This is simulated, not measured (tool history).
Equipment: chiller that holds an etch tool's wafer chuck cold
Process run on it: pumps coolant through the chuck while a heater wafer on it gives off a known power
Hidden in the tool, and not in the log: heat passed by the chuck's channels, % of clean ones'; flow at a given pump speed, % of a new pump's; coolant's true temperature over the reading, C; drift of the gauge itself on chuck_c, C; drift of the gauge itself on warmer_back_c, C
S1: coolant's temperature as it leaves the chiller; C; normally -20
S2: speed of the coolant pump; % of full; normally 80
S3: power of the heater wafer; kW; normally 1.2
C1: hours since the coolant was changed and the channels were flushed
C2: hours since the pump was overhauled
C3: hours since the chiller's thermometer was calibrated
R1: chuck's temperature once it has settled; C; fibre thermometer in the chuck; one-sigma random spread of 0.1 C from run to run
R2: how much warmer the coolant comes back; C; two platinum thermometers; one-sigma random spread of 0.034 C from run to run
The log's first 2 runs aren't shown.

Run 3, hour 189: usual settings but S3 1.243 kW; C1 1132; C2 4063; C3 2252. Result: R1 -8.9 C, R2 6.07 C.
Run 4, hour 264.1: usual settings but S1 -11 C, S3 1.243 kW; C1 1207; C2 4138; C3 2327. Result: R1 0.1 C, R2 5.99 C.
At hour 408.5: chiller's thermometer calibrated.
Run 5, hour 432.3: usual settings but S1 -11 C, S3 1.243 kW; C1 1374; C2 4305; C3 24. Result: R1 -0.1 C, R2 6.06 C.
Run 6, hour 536.6: usual settings but S1 -11 C, S3 1.243 kW; C1 1478; C2 4410; C3 128. Result: R1 0.1 C, R2 6.04 C.
Run 7, hour 668.9: usual settings; C1 1610; C2 4542; C3 260. Result: R1 -9.3 C, R2 5.91 C.
Run 8, hour 807: usual settings; C1 1748; C2 4680; C3 398. Result: R1 -9.2 C, R2 5.97 C.
Run 9, hour 975.3: usual settings; C1 1917; C2 4848; C3 567. Result: R1 -8.9 C, R2 6.02 C.
Run 10, hour 1152: usual settings; C1 2093; C2 5025; C3 743. Result: R1 -9.1 C, R2 5.98 C.
Run 11, hour 1286.5: usual settings; C1 2228; C2 5160; C3 878. Result: R1 -8.8 C, R2 6.05 C.
Run 12, hour 1417.5: usual settings but S2 62 % of full; C1 2359; C2 5291; C3 1009. Result: R1 -6.2 C, R2 7.89 C.
Run 13, hour 1541.1: usual settings but S2 74 % of full; C1 2483; C2 5414; C3 1133. Result: R1 -7.9 C, R2 6.66 C.
Run 14, hour 1702.6: usual settings; C1 2644; C2 5576; C3 1294. Result: R1 -8.5 C, R2 6.09 C.
Run 15, hour 1873.7: usual settings; C1 2815; C2 5747; C3 1465. Result: R1 -8.3 C, R2 6.11 C.
Run 16, hour 2015: usual settings; C1 2957; C2 5888; C3 1607. Result: R1 -8.1 C, R2 6.24 C.
Run 17, hour 2171.2: usual settings but S2 79 % of full, S3 1.006 kW; C1 3113; C2 6044; C3 1763. Result: R1 -9.7 C, R2 5.31 C.
Run 18, hour 2268.8: usual settings but S2 66 % of full, S3 0.997 kW; C1 3210; C2 6142; C3 1860. Result: R1 -8.5 C, R2 6.3 C.
Run 19, hour 2427.6: usual settings but S1 -11 C, S2 74 % of full, S3 0.706 kW; C1 3369; C2 6301; C3 2019. Result: R1 -3.3 C, R2 4.01 C.
At hour 2482.9: coolant pump overhauled.
Run 20, hour 2580.1: usual settings but S1 -22 C, S2 62 % of full, S3 1.034 kW; C1 3517; C2 97; C3 2167. Result: R1 -10.7 C, R2 5.82 C.
Run 21, hour 2757.7: usual settings but S1 -22 C, S2 62 % of full, S3 1.034 kW; C1 3694; C2 275; C3 2344. Result: R1 -10.6 C, R2 5.85 C.
Run 22, hour 2865.5: usual settings but S1 -21 C, S2 96 % of full, S3 0.806 kW; C1 3802; C2 383; C3 2452. Result: R1 -14.3 C, R2 2.88 C.
At hour 2883: chiller's thermometer calibrated.
Run 23, hour 3002: usual settings but S1 -22 C, S2 78 % of full; C1 3938; C2 518; C3 119. Result: R1 -10.7 C, R2 5.4 C.
Run 24, hour 3125.2: usual settings but S1 -22 C, S2 78 % of full; C1 4061; C2 641; C3 242. Result: R1 -10.9 C, R2 5.43 C.
Run 25, hour 3274.3: usual settings but S1 -30 C, S2 92 % of full, S3 0.94 kW; C1 4210; C2 790; C3 391. Result: R1 -22.2 C, R2 3.6 C.
Run 26, hour 3417.7: usual settings but S1 -19 C, S2 92 % of full, S3 0.94 kW; C1 4353; C2 934; C3 535. Result: R1 -11.2 C, R2 3.68 C.
Run 27, hour 3534.4: usual settings but S1 -19 C, S2 92 % of full, S3 0.93 kW; C1 4470; C2 1051; C3 651. Result: R1 -11.1 C, R2 3.5 C.

Run 28, settings as shown, results not yet in. Your forecast:
At hour 3634.6: coolant changed, channels flushed.
Run 28, hour 3699.6: usual settings but S3 1.475 kW; C1 65; C2 1210; C3 811. Result: R1 ?, R2 ?.

R1: -8.1 C
R2: 6.7 C
With no hidden state in the tool, this same run would have given R1 -8.5 C, R2 6.48 C.

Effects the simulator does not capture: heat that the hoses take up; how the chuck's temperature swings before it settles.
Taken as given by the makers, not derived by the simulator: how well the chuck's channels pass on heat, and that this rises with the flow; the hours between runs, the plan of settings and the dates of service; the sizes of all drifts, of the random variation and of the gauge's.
